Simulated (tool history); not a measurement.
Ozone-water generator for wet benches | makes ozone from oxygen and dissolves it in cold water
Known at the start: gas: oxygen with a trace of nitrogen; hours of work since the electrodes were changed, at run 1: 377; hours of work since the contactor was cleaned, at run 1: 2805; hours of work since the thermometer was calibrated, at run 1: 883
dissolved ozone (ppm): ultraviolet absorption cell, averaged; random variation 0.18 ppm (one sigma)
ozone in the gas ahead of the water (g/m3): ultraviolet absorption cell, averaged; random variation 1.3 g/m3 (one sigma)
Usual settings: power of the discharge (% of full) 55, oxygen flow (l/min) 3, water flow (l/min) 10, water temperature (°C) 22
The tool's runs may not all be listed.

run    hour  power of the discharge (% of full)  oxygen flow (l/min)  water flow (l/min)  water temperature (°C)  hours of work since the electrodes were changed  hours of work since the contactor was cleaned  hours of work since the thermometer was calibrated  dissolved ozone (ppm)  ozone in the gas ahead of the water (g/m3)
  1       0                                  55                    3                  10                      22                                              377                                           2805                                                 883                   24.7                                       225.9
  2    57.9                                  55                    3                  10                      22                                              423                                           2852                                                 930                   24.3                                       229.6
  3     137                                  55                    3                  10                      22                                              486                                           2915                                                 993                   24.5                                       228.9
  4   201.1                                  55                    3                  13                      22                                              537                                           2966                                                1044                   19.1                                       227.7
  5     312                                  55                    3                  13                      22                                              626                                           3054                                                1132                     19                                       228.8
  6   397.4                                  40                    3                  10                      22                                              694                                           3122                                                1200                   19.4                                       183.2
  7   498.3                                  40                    3                  10                      22                                              774                                           3202                                                1280                   19.2                                       181.5
  8   566.7                                  40                    3                  10                      22                                              828                                           3257                                                1335                     19                                       181.9
      578.1  -- contactor cleaned
  9   678.3                                  40                    3                  10                      22                                              914                                             80                                                1420                   18.9                                       180.2
 10   736.1                                  55                    3                  10                      14                                              960                                            126                                                1466                   26.6                                       226.9
      783.3  -- contactor cleaned, once more
 11   843.1                                  55                    3                  10                      22                                             1042                                             48                                                1548                   24.3                                       228.3
 12     901                                  55                    3                  10                      22                                             1088                                             94                                                1594                   24.6                                       228.9
 13   986.5                                  55                    3                  10                      22                                             1156                                            162                                                1662                   24.3                                       228.3
 14  1061.2                                  55                    3                  10                      22                                             1216                                            221                                                1722                   24.3                                       227.4
 15  1149.1                                  87                 4.52                   9                      22                                             1286                                            291                                                1792                   34.9                                       255.7
 16  1207.8                                  87                 4.52                   9                      22                                             1332                                            338                                                1839                   34.9                                       253.4
 17    1292                                  87                 4.52                   9                      22                                             1399                                            405                                                1906                     35                                       252.6
 18  1355.7                                  67                 4.52                   9                      22                                             1450                                            456                                                1956                   28.9                                       209.4
 19  1418.3                                  67                 2.19                   9                      29                                             1500                                            505                                                2006                   27.1                                       305.6
 20  1520.5                                  67                  2.4                   9                      29                                             1581                                            587                                                2088                   27.5                                       292.8
 21  1567.6                                  67                  2.4                   9                      29                                             1619                                            624                                                2125                   27.4                                       291.3
 22  1638.7                                  44                 2.19                  16                      17                                             1675                                            681                                                2182                   13.7                                         229
 23    1731                                  55                 5.07                  10                      27                                             1749                                            754                                                2255                   20.7                                       171.3
 24  1806.6                                  47                    3                  10                      24                                             1809                                            815                                                2315                   20.7                                       201.2
 25  1893.8                                  55                    3                   9                      28                                             1879                                            884                                                2385                   23.4                                       223.5
 26  1952.4                                  55                    3                   9                      22                                             1925                                            931                                                2431                   25.7                                       225.5

Run 27 comes next. What will it give?
 27  2014                                  55                    3                   9                      22                                             1974                                            980                                                2480                      ?                                           ?

{"run 27": {"dissolved ozone (ppm)": 26.3, "ozone in the gas ahead of the water (g/m3)": 225.7}}
Without the tool's hidden state the same run would have given dissolved ozone (ppm) 27.7, ozone in the gas ahead of the water (g/m3) 234.2.
